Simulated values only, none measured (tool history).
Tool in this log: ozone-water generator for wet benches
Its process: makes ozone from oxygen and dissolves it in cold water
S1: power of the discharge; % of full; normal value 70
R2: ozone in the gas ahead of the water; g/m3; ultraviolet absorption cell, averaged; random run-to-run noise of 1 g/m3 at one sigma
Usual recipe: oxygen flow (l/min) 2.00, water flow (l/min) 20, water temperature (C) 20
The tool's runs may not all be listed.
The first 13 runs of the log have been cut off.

{"run": 14, "day": 45.988, "S1": 70, "oxygen flow (l/min)": 2.0, "water flow (l/min)": 20, "water temperature (C)": 12, "dissolved ozone (ppm)": 9.6, "R2": 174.8}
{"run": 15, "day": 50.538, "S1": 70, "oxygen flow (l/min)": 2.0, "water flow (l/min)": 20, "water temperature (C)": 12, "dissolved ozone (ppm)": 9.7, "R2": 174.2}
{"run": 16, "day": 53.625, "S1": 70, "oxygen flow (l/min)": 2.0, "water flow (l/min)": 20, "water temperature (C)": 19, "dissolved ozone (ppm)": 9.0, "R2": 173.3}
{"run": 17, "day": 58.675, "S1": 83, "oxygen flow (l/min)": 2.0, "water flow (l/min)": 20, "water temperature (C)": 24, "dissolved ozone (ppm)": 9.6, "R2": 189.5}
{"run": 18, "day": 63.088, "S1": 70, "oxygen flow (l/min)": 3.27, "water flow (l/min)": 18, "water temperature (C)": 27, "dissolved ozone (ppm)": 10.2, "R2": 140.3}
{"run": 19, "day": 67.692, "S1": 70, "oxygen flow (l/min)": 2.44, "water flow (l/min)": 18, "water temperature (C)": 27, "dissolved ozone (ppm)": 9.9, "R2": 159.8}
{"run": 20, "day": 71.642, "S1": 70, "oxygen flow (l/min)": 2.0, "water flow (l/min)": 21, "water temperature (C)": 18, "dissolved ozone (ppm)": 8.7, "R2": 173.9}
{"run": 21, "day": 74.921, "S1": 70, "oxygen flow (l/min)": 2.0, "water flow (l/min)": 21, "water temperature (C)": 18, "dissolved ozone (ppm)": 8.5, "R2": 174.1}
{"run": 22, "day": 78.029, "S1": 70, "oxygen flow (l/min)": 2.0, "water flow (l/min)": 21, "water temperature (C)": 18, "dissolved ozone (ppm)": 8.7, "R2": 174.0}
{"run": 23, "day": 82.638, "S1": 70, "oxygen flow (l/min)": 1.76, "water flow (l/min)": 13, "water temperature (C)": 14, "dissolved ozone (ppm)": 13.6, "R2": 182.6}
{"run": 24, "day": 86.817, "S1": 70, "oxygen flow (l/min)": 1.76, "water flow (l/min)": 13, "water temperature (C)": 14, "dissolved ozone (ppm)": 13.8, "R2": 181.7}
{"run": 25, "day": 89.567, "S1": 70, "oxygen flow (l/min)": 1.76, "water flow (l/min)": 12, "water temperature (C)": 17, "dissolved ozone (ppm)": 14.3, "R2": 181.8}
{"run": 26, "day": 91.675, "S1": 70, "oxygen flow (l/min)": 1.76, "water flow (l/min)": 12, "water temperature (C)": 17, "dissolved ozone (ppm)": 14.2, "R2": 180.9}
{"run": 27, "day": 96.379, "S1": 45, "oxygen flow (l/min)": 1.37, "water flow (l/min)": 23, "water temperature (C)": 25, "dissolved ozone (ppm)": 5.2, "R2": 163.5}
{"run": 28, "day": 100.729, "S1": 70, "oxygen flow (l/min)": 2.88, "water flow (l/min)": 20, "water temperature (C)": 24, "dissolved ozone (ppm)": 9.7, "R2": 148.2}
{"run": 29, "day": 102.896, "S1": 70, "oxygen flow (l/min)": 2.88, "water flow (l/min)": 20, "water temperature (C)": 24, "dissolved ozone (ppm)": 9.3, "R2": 147.9}
{"run": 30, "day": 105.212, "S1": 65, "oxygen flow (l/min)": 1.43, "water flow (l/min)": 25, "water temperature (C)": 17, "dissolved ozone (ppm)": 6.3, "R2": 191.4}
{"run": 31, "day": 109.238, "S1": 65, "oxygen flow (l/min)": 1.43, "water flow (l/min)": 25, "water temperature (C)": 17, "dissolved ozone (ppm)": 6.0, "R2": 193.4}
{"day": 112.15, "done": "gauge calibrated"}
{"run": 32, "day": 112.879, "S1": 60, "oxygen flow (l/min)": 1.45, "water flow (l/min)": 25, "water temperature (C)": 19, "dissolved ozone (ppm)": 5.9, "R2": 187.9}

Each row is a separate what-if for the run after 32, all from the same tool condition, not one after another. Results?
{"day": 114.438, "done": "contactor cleaned"}
{"run": "A", "day": 116.767, "S1": 49, "oxygen flow (l/min)": 1.41, "water flow (l/min)": 20, "water temperature (C)": 26, "dissolved ozone (ppm)": "?", "R2": "?"}
{"day": 114.438, "done": "contactor cleaned"}
{"run": "B", "day": 116.767, "S1": 42, "oxygen flow (l/min)": 2.26, "water flow (l/min)": 20, "water temperature (C)": 20, "dissolved ozone (ppm)": "?", "R2": "?"}
{"day": 114.438, "done": "contactor cleaned"}
{"run": "C", "day": 116.767, "S1": 60, "oxygen flow (l/min)": 1.09, "water flow (l/min)": 25, "water temperature (C)": 19, "dissolved ozone (ppm)": "?", "R2": "?"}

run=A dissolved_ozone_(ppm)=6.2 R2=173.2
run=B dissolved_ozone_(ppm)=7.2 R2=129.4
run=C dissolved_ozone_(ppm)=5.3 R2=211.7
Had the tool no hidden state, the same runs would have come out as:
run=A dissolved_ozone_(ppm)=6.2 R2=173.6
run=B dissolved_ozone_(ppm)=7.2 R2=129.8
run=C dissolved_ozone_(ppm)=5.3 R2=212.2
